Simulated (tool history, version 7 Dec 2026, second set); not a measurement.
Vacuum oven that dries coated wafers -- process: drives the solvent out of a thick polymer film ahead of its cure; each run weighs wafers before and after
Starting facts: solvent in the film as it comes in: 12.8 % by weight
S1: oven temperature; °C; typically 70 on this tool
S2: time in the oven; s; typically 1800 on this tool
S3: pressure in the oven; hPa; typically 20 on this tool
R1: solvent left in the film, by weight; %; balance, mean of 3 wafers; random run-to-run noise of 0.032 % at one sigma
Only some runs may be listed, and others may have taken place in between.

run 1 day=0 | S1=70 S2=1800 S3=20 | R1=1.96
run 2 day=4.962 | S1=70 S2=1800 S3=20 | R1=2.07
run 3 day=8.529 | S1=70 S2=1800 S3=20 | R1=2.06
run 4 day=11.479 | S1=70 S2=1800 S3=20 | R1=2.22
run 5 day=14.242 | S1=59 S2=1800 S3=20 | R1=5.3
run 6 day=18.008 | S1=59 S2=1800 S3=20 | R1=5.47
run 7 day=20.733 | S1=59 S2=1800 S3=20 | R1=5.49
run 8 day=24.596 | S1=70 S2=1800 S3=20 | R1=2.23
run 9 day=29.325 | S1=74 S2=2880 S3=20 | R1=0.62
run 10 day=32.825 | S1=65 S2=2580 S3=28.5 | R1=2.15
run 11 day=35.375 | S1=75 S2=2340 S3=43.9 | R1=1.31
run 12 day=40.008 | S1=75 S2=2340 S3=43.9 | R1=1.3
run 13 day=42.371 | S1=75 S2=2340 S3=43.9 | R1=1.32
run 14 day=46.533 | S1=75 S2=2340 S3=43.9 | R1=1.31
run 15 day=49.508 | S1=79 S2=1260 S3=18.2 | R1=0.87
run 16 day=52.858 | S1=79 S2=1260 S3=18.2 | R1=0.89

The log once held 2 entries between its listed runs, left out of this copy. Where does each go, and what is different about the tool's unlogged condition between the listed run before it and the listed run after it?
From run 1 to run 2: oven's thermocouples calibrated (day 3.796)
  true wafer temperature over the reading, C: -1.81 -> -2.33; true pressure over the reading, kPa: 0.052 -> 0.07
  difference, measured minus the result without the unlogged condition, R1: +0.39 -> +0.52 %
From run 8 to run 9: oven's thermocouples calibrated, once more (day 28.108)
  true wafer temperature over the reading, C: -2.7 -> 0.15; true pressure over the reading, kPa: 0.138 -> 0.154
  difference, measured minus the result without the unlogged condition, R1: +0.64 -> +0.04 %

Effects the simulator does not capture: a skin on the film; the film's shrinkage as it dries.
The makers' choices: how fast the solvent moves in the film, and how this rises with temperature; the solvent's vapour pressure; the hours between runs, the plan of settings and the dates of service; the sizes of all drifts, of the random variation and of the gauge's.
